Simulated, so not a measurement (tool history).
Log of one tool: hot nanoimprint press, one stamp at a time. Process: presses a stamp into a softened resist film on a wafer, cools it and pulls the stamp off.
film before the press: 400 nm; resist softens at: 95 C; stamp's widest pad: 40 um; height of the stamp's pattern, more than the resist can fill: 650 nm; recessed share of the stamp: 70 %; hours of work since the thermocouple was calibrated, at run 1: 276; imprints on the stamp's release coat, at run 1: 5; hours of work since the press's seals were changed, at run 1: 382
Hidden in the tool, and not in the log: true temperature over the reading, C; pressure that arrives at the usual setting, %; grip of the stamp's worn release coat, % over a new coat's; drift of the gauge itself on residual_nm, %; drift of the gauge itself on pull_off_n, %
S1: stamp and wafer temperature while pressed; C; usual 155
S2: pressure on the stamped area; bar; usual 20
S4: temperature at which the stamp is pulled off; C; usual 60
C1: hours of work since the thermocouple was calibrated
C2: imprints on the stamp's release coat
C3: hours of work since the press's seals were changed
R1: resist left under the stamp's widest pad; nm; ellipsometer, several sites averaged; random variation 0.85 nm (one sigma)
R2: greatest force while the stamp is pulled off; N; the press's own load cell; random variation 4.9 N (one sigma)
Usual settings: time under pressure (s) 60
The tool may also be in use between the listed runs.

run 1 hour=0 | S1=155 S2=20 time_under_pressure_(s)=60 S4=60 | C1=276 C2=5 C3=382 | R1=198.7 R2=237
run 2 hour=21.3 | S1=155 S2=20 time_under_pressure_(s)=60 S4=60 | C1=288 C2=58 C3=394 | R1=197.8 R2=234
run 3 hour=42.2 | S1=155 S2=20 time_under_pressure_(s)=60 S4=58 | C1=300 C2=110 C3=406 | R1=197 R2=243
run 4 hour=62.6 | S1=155 S2=20 time_under_pressure_(s)=60 S4=58 | C1=311 C2=160 C3=417 | R1=196.9 R2=255
run 5 hour=86.4 | S1=155 S2=20 time_under_pressure_(s)=60 S4=58 | C1=325 C2=219 C3=431 | R1=197.3 R2=251
run 6 hour=106.4 | S1=155 S2=20 time_under_pressure_(s)=60 S4=55 | C1=336 C2=268 C3=442 | R1=197.8 R2=274
run 7 hour=120.1 | S1=155 S2=20 time_under_pressure_(s)=60 S4=55 | C1=344 C2=302 C3=450 | R1=196.9 R2=272
run 8 hour=143.6 | S1=155 S2=20 time_under_pressure_(s)=60 S4=55 | C1=357 C2=360 C3=463 | R1=196.3 R2=269
run 9 hour=163.6 | S1=155 S2=20 time_under_pressure_(s)=63 S4=55 | C1=369 C2=410 C3=475 | R1=191.5 R2=274
run 10 hour=178.2 | S1=155 S2=20 time_under_pressure_(s)=63 S4=55 | C1=377 C2=446 C3=483 | R1=191.9 R2=285
run 11 hour=191.7 | S1=155 S2=20 time_under_pressure_(s)=63 S4=55 | C1=385 C2=479 C3=490 | R1=192.3 R2=282
run 12 hour=206.7 | S1=155 S2=27.5 time_under_pressure_(s)=63 S4=55 | C1=393 C2=516 C3=499 | R1=169 R2=283
run 13 hour=216.9 | S1=155 S2=20 time_under_pressure_(s)=60 S4=53 | C1=399 C2=541 C3=505 | R1=195.8 R2=302
run 14 hour=232.3 | S1=155 S2=20 time_under_pressure_(s)=60 S4=53 | C1=408 C2=579 C3=514 | R1=194.2 R2=306
run 15 hour=245.9 | S1=151 S2=20 time_under_pressure_(s)=32 S4=49 | C1=416 C2=613 C3=521 | R1=275.2 R2=316
run 16 hour=261.4 | S1=151 S2=20 time_under_pressure_(s)=32 S4=49 | C1=424 C2=651 C3=530 | R1=277.9 R2=319
run 17 hour=275.9 | S1=160 S2=27.5 time_under_pressure_(s)=60 S4=46 | C1=433 C2=687 C3=538 | R1=136.3 R2=334
run 18 hour=289.4 | S1=155 S2=19.3 time_under_pressure_(s)=60 S4=60 | C1=440 C2=720 C3=546 | R1=196.4 R2=291
run 19 hour=308.8 | S1=155 S2=13.3 time_under_pressure_(s)=60 S4=60 | C1=451 C2=768 C3=557 | R1=225 R2=305
run 20 hour=322.1 | S1=155 S2=20 time_under_pressure_(s)=60 S4=54 | C1=459 C2=801 C3=565 | R1=193.5 R2=306
run 21 hour=334.2 | S1=155 S2=27.1 time_under_pressure_(s)=36 S4=56 | C1=466 C2=831 C3=572 | R1=210.2 R2=310

Hidden state or all else? Some run-to-run changes of R1, split into what the settings, what came in and random variation would give without the hidden state, and what is left for the hidden state (with any gauge scatter that isn't in both results):
Run 14 -> 15: S1 155 -> 151, time under pressure (s) 60 -> 32, S4 53 -> 49. R1 +81 nm: hidden state -0.5, all else +81.5.
Run 16 -> 17: S1 151 -> 160, S2 20 -> 27.5, time under pressure (s) 32 -> 60, S4 49 -> 46. R1 -141.6 nm: hidden state +3.4, all else -145.
Run 17 -> 18: S1 160 -> 155, S2 27.5 -> 19.3, S4 46 -> 60. R1 +60.1 nm: hidden state -3.5, all else +63.6.
